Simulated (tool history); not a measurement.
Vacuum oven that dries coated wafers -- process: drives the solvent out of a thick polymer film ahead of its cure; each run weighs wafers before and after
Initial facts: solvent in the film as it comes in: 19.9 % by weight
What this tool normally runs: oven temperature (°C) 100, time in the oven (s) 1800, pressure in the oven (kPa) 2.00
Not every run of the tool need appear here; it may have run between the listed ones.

run	hour	oven temperature (°C)	time in the oven (s)	pressure in the oven (kPa)	solvent left in the film (%)
1	0.0	100	1800	2.00	3.39
2	18.4	100	1800	2.00	3.40
3	39.2	100	1800	2.00	3.38
4	65.2	100	1800	1.89	3.31
5	88.1	100	1860	2.00	3.31
6	112.0	100	1860	2.00	3.25
7	132.0	100	1800	2.63	3.77
8	149.0	100	1980	2.00	3.20
9	169.4	100	1980	2.00	3.14
10	188.8	98	1980	2.00	3.49
11	207.8	99	1800	2.00	3.69
12	246.6	99	1800	4.07	5.32
13	267.5	99	1800	4.07	5.23
14	301.2	99	1800	4.07	5.30
15	330.6	100	1800	3.68	4.65
16	361.5	100	1800	3.68	4.78
17	395.9	100	1080	2.00	5.84
18	428.0	100	1680	2.00	3.76
# hour 432.9: vacuum gauge cleaned of residue and calibrated
19	449.5	100	1680	2.00	3.92
20	483.3	100	1800	2.00	3.73
21	519.6	101	1800	2.00	3.65
22	561.8	101	1800	2.00	3.57
23	593.5	97	3180	2.00	2.94
24	612.2	100	2820	1.82	2.50
25	653.3	100	2820	1.82	2.58
# hour 660.3: vacuum gauge cleaned of residue and calibrated, once more
26	697.3	87	1860	3.34	8.03
27	723.0	98	1140	1.57	5.60
28	741.6	101	2160	7.81	6.77
29	770.4	103	1800	1.43	2.23
30	802.1	104	1800	1.60	2.23
31	834.6	104	1800	4.58	4.25
32	856.0	104	1080	4.58	6.04
33	894.8	104	1080	4.58	6.10
34	922.2	104	1080	4.58	6.17
35	952.8	95	1380	3.44	6.99
36	984.6	86	1380	7.69	13.64
37	1021.2	92	1380	7.26	11.10
38	1045.2	92	1380	7.26	11.20
39	1087.4	89	1800	7.89	12.10
40	1125.6	113	1800	2.00	1.51

Each row is a separate what-if for the run after 40, all from the same tool condition, not one after another. Results?
A	1163.2	98	1800	2.00	?
B	1163.2	113	1080	2.00	?
C	1163.2	94	1680	5.64	?
D	1163.2	101	1800	2.92	?

run	solvent left in the film (%)
A	3.96
B	2.59
C	8.29
D	3.90
Without the tool's unlogged condition, the same runs would have read:
run	solvent left in the film (%)
A	3.57
B	2.32
C	7.76
D	3.54
